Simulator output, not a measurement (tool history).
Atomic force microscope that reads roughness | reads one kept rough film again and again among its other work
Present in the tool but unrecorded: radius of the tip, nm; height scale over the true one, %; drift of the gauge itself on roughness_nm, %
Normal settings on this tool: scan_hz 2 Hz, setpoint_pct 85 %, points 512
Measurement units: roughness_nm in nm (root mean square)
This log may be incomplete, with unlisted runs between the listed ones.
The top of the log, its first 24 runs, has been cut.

run	hour	scan_hz	setpoint_pct	points	pictures with this tip	hours of work since the height scale was calibrated	roughness_nm
25	314.1	1.09	85	512	119	393	2.446
26	331.9	1.09	85	512	157	405	2.347
27	340	1.55	68	512	174	410	2.412
28	349.5	1.55	68	512	195	416	2.349
29	359.1	1.75	85	954	215	423	2.055
30	377.7	0.71	64	709	255	435	2.333
31	386.3	0.71	64	709	273	440	2.294
32	397.1	0.71	64	709	296	447	2.237
33	416.2	2	85	273	337	460	1.734
34	428.9	2	85	273	364	468	1.693
35	438.4	2	76	298	384	475	1.792
# hour 440.1: new tip fitted
36	447.8	0.65	89	644	16	480	2.91
37	457.5	0.57	68	818	37	487	3.016
38	474.4	0.57	68	818	73	498	2.852
39	482.4	2	75	271	90	503	2.445
40	495.4	2	75	271	118	511	2.37
41	507.6	1.01	71	353	144	519	2.508
42	520.5	2.17	85	490	171	528	2.039
43	539.6	1.09	85	504	212	540	2.2
44	556.9	1.09	85	504	249	552	2.095
45	573.4	1.09	85	504	284	562	2.048
46	587.5	1.74	85	297	315	572	1.825

Here are 3 independent what-if runs from the current tool condition. What would each one return?
A	597.7	0.87	63	297	336	578	?
B	597.7	1.3	75	670	336	578	?
C	597.7	1.2	58	297	336	578	?

run	roughness_nm
A	2.076
B	1.994
C	2.071
Take away the tool's hidden state, keep each run's random variation, and the runs would have read:
run	roughness_nm
A	3.153
B	3.029
C	3.147
